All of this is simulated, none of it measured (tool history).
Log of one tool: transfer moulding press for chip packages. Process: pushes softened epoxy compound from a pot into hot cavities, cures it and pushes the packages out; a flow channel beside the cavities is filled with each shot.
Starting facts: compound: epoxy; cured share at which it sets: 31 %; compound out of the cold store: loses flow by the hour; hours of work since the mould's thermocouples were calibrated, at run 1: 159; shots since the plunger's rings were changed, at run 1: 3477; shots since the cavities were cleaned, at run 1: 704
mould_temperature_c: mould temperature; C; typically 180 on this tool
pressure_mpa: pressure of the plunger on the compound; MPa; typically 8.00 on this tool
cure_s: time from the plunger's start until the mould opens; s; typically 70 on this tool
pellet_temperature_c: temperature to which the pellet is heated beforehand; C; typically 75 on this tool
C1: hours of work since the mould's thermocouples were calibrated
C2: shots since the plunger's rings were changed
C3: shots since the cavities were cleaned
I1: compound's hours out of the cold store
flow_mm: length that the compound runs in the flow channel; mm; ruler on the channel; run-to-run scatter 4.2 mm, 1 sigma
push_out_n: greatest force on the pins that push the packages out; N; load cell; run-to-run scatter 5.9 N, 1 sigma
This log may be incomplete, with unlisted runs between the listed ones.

{"run": 1, "hour": 0.0, "mould_temperature_c": 180, "pressure_mpa": 8.0, "cure_s": 70, "pellet_temperature_c": 75, "C1": 159, "C2": 3477, "C3": 704, "I1": 35.6, "flow_mm": 482, "push_out_n": 225}
{"hour": 7.6, "done": "cavities cleaned with cleaning compound and waxed"}
{"run": 2, "hour": 21.1, "mould_temperature_c": 180, "pressure_mpa": 8.0, "cure_s": 70, "pellet_temperature_c": 75, "C1": 172, "C2": 3822, "C3": 238, "I1": 30.2, "flow_mm": 490, "push_out_n": 215}
{"run": 3, "hour": 30.5, "mould_temperature_c": 180, "pressure_mpa": 8.0, "cure_s": 70, "pellet_temperature_c": 75, "C1": 178, "C2": 3987, "C3": 403, "I1": 41.0, "flow_mm": 471, "push_out_n": 215}
{"run": 4, "hour": 41.6, "mould_temperature_c": 180, "pressure_mpa": 8.0, "cure_s": 70, "pellet_temperature_c": 75, "C1": 185, "C2": 4183, "C3": 599, "I1": 15.0, "flow_mm": 518, "push_out_n": 224}
{"hour": 46.1, "done": "plunger's sealing rings changed"}
{"hour": 57.2, "done": "cavities cleaned with cleaning compound and waxed"}
{"run": 5, "hour": 65.8, "mould_temperature_c": 180, "pressure_mpa": 8.0, "cure_s": 70, "pellet_temperature_c": 75, "C1": 198, "C2": 321, "C3": 153, "I1": 24.8, "flow_mm": 502, "push_out_n": 227}
{"run": 6, "hour": 79.4, "mould_temperature_c": 180, "pressure_mpa": 8.0, "cure_s": 70, "pellet_temperature_c": 75, "C1": 207, "C2": 559, "C3": 391, "I1": 41.3, "flow_mm": 477, "push_out_n": 217}
{"run": 7, "hour": 95.7, "mould_temperature_c": 180, "pressure_mpa": 8.0, "cure_s": 70, "pellet_temperature_c": 75, "C1": 218, "C2": 847, "C3": 679, "I1": 45.3, "flow_mm": 472, "push_out_n": 207}
{"hour": 104.7, "done": "cavities cleaned with cleaning compound and waxed"}
{"run": 8, "hour": 113.3, "mould_temperature_c": 180, "pressure_mpa": 8.0, "cure_s": 70, "pellet_temperature_c": 75, "C1": 229, "C2": 1131, "C3": 152, "I1": 12.0, "flow_mm": 528, "push_out_n": 236}
{"run": 9, "hour": 128.9, "mould_temperature_c": 175, "pressure_mpa": 6.3, "cure_s": 102, "pellet_temperature_c": 70, "C1": 239, "C2": 1405, "C3": 426, "I1": 29.0, "flow_mm": 453, "push_out_n": 175}
{"run": 10, "hour": 145.3, "mould_temperature_c": 175, "pressure_mpa": 6.3, "cure_s": 102, "pellet_temperature_c": 70, "C1": 250, "C2": 1693, "C3": 714, "I1": 8.1, "flow_mm": 484, "push_out_n": 179}

What does the tool deliver on the next run?
{"hour": 151.4, "done": "cavities cleaned with cleaning compound and waxed"}
{"run": 11, "hour": 163.0, "mould_temperature_c": 183, "pressure_mpa": 9.21, "cure_s": 70, "pellet_temperature_c": 75, "C1": 260, "C2": 1979, "C3": 204, "I1": 11.4, "flow_mm": "?", "push_out_n": "?"}

Run 11 gave flow_mm 566 mm, push_out_n 202 N.
With the hidden condition absent and the run-to-run variation left alone, this run would have shown flow_mm 566 mm, push_out_n 201 N.
